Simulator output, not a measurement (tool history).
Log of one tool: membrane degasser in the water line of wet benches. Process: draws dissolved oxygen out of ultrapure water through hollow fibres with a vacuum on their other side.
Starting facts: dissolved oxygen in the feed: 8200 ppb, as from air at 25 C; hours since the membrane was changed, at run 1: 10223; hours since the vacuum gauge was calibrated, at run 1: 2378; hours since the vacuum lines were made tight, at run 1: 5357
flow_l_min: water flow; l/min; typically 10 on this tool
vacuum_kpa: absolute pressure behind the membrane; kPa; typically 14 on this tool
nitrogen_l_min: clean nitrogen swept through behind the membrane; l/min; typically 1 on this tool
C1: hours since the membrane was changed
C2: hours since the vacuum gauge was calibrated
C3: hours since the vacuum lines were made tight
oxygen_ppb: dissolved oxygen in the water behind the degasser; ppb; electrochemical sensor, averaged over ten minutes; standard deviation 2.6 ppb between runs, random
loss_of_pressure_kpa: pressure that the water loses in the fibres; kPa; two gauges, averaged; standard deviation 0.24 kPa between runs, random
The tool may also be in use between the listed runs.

run 1 hour=0 | flow_l_min=10 vacuum_kpa=14 nitrogen_l_min=1 | C1=10223 C2=2378 C3=5357 | oxygen_ppb=282.8 loss_of_pressure_kpa=67.09
run 2 hour=285.5 | flow_l_min=13 vacuum_kpa=14 nitrogen_l_min=1 | C1=10509 C2=2664 C3=5642 | oxygen_ppb=364.4 loss_of_pressure_kpa=87.23
run 3 hour=577 | flow_l_min=13 vacuum_kpa=24.3 nitrogen_l_min=1 | C1=10800 C2=2955 C3=5934 | oxygen_ppb=653.1 loss_of_pressure_kpa=87.55
run 4 hour=786.4 | flow_l_min=10 vacuum_kpa=14 nitrogen_l_min=1 | C1=11010 C2=3165 C3=6143 | oxygen_ppb=282.2 loss_of_pressure_kpa=67.54
run 5 hour=947.8 | flow_l_min=10 vacuum_kpa=14 nitrogen_l_min=1 | C1=11171 C2=3326 C3=6305 | oxygen_ppb=282.2 loss_of_pressure_kpa=67.76
run 6 hour=1096.4 | flow_l_min=10 vacuum_kpa=14 nitrogen_l_min=2.01 | C1=11320 C2=3475 C3=6453 | oxygen_ppb=161.8 loss_of_pressure_kpa=67.21
run 7 hour=1239.7 | flow_l_min=10 vacuum_kpa=14 nitrogen_l_min=2.01 | C1=11463 C2=3618 C3=6597 | oxygen_ppb=161 loss_of_pressure_kpa=67.65
run 8 hour=1376.1 | flow_l_min=10 vacuum_kpa=14 nitrogen_l_min=2.01 | C1=11599 C2=3754 C3=6733 | oxygen_ppb=159.7 loss_of_pressure_kpa=67.92
run 9 hour=1602.3 | flow_l_min=10 vacuum_kpa=14 nitrogen_l_min=2.01 | C1=11825 C2=3981 C3=6959 | oxygen_ppb=159.1 loss_of_pressure_kpa=67.81
run 10 hour=1896.6 | flow_l_min=10 vacuum_kpa=14 nitrogen_l_min=2.01 | C1=12120 C2=4275 C3=7253 | oxygen_ppb=164.7 loss_of_pressure_kpa=67.8
-- hour=1965.2 membrane cartridge changed
run 11 hour=2180.3 | flow_l_min=10 vacuum_kpa=17.3 nitrogen_l_min=0.87 | C1=215 C2=4555 C3=7533 | oxygen_ppb=410.4 loss_of_pressure_kpa=62.02
run 12 hour=2308.4 | flow_l_min=10 vacuum_kpa=17.3 nitrogen_l_min=0.87 | C1=343 C2=4683 C3=7661 | oxygen_ppb=405.6 loss_of_pressure_kpa=62.33
run 13 hour=2471.3 | flow_l_min=10 vacuum_kpa=17.3 nitrogen_l_min=0.87 | C1=506 C2=4846 C3=7824 | oxygen_ppb=402 loss_of_pressure_kpa=62.51
run 14 hour=2688.5 | flow_l_min=10 vacuum_kpa=21.5 nitrogen_l_min=0.8 | C1=723 C2=5063 C3=8041 | oxygen_ppb=559.7 loss_of_pressure_kpa=62.65
run 15 hour=2856.2 | flow_l_min=13 vacuum_kpa=24.9 nitrogen_l_min=0.64 | C1=891 C2=5230 C3=8209 | oxygen_ppb=955.7 loss_of_pressure_kpa=80.94
-- hour=3112.9 seals of the vacuum lines changed
run 16 hour=3145.1 | flow_l_min=15 vacuum_kpa=24.8 nitrogen_l_min=1.86 | C1=1178 C2=5517 C3=32 | oxygen_ppb=435.2 loss_of_pressure_kpa=94.06
run 17 hour=3428 | flow_l_min=10 vacuum_kpa=12.5 nitrogen_l_min=0.73 | C1=1461 C2=5800 C3=315 | oxygen_ppb=303.7 loss_of_pressure_kpa=63.19

Branching from run 17: 4 alternative next runs. What would each branch give?
run A hour=3703.2 | flow_l_min=10 vacuum_kpa=25.7 nitrogen_l_min=1 | C1=1736 C2=6075 C3=590 | oxygen_ppb=? loss_of_pressure_kpa=?
run B hour=3703.2 | flow_l_min=10 vacuum_kpa=21.9 nitrogen_l_min=0.84 | C1=1736 C2=6075 C3=590 | oxygen_ppb=? loss_of_pressure_kpa=?
run C hour=3703.2 | flow_l_min=8 vacuum_kpa=14 nitrogen_l_min=1 | C1=1736 C2=6075 C3=590 | oxygen_ppb=? loss_of_pressure_kpa=?
run D hour=3703.2 | flow_l_min=10 vacuum_kpa=15.6 nitrogen_l_min=1 | C1=1736 C2=6075 C3=590 | oxygen_ppb=? loss_of_pressure_kpa=?

run=A oxygen_ppb=513.8 loss_of_pressure_kpa=62.85
run=B oxygen_ppb=514 loss_of_pressure_kpa=62.85
run=C oxygen_ppb=213.2 loss_of_pressure_kpa=50.28
run=D oxygen_ppb=302.2 loss_of_pressure_kpa=63.02
Without the tool's hidden state the same runs would have given:
run=A oxygen_ppb=504.4 loss_of_pressure_kpa=62.03
run=B oxygen_ppb=503.7 loss_of_pressure_kpa=62.03
run=C oxygen_ppb=206.2 loss_of_pressure_kpa=49.63
run=D oxygen_ppb=293.8 loss_of_pressure_kpa=62.19
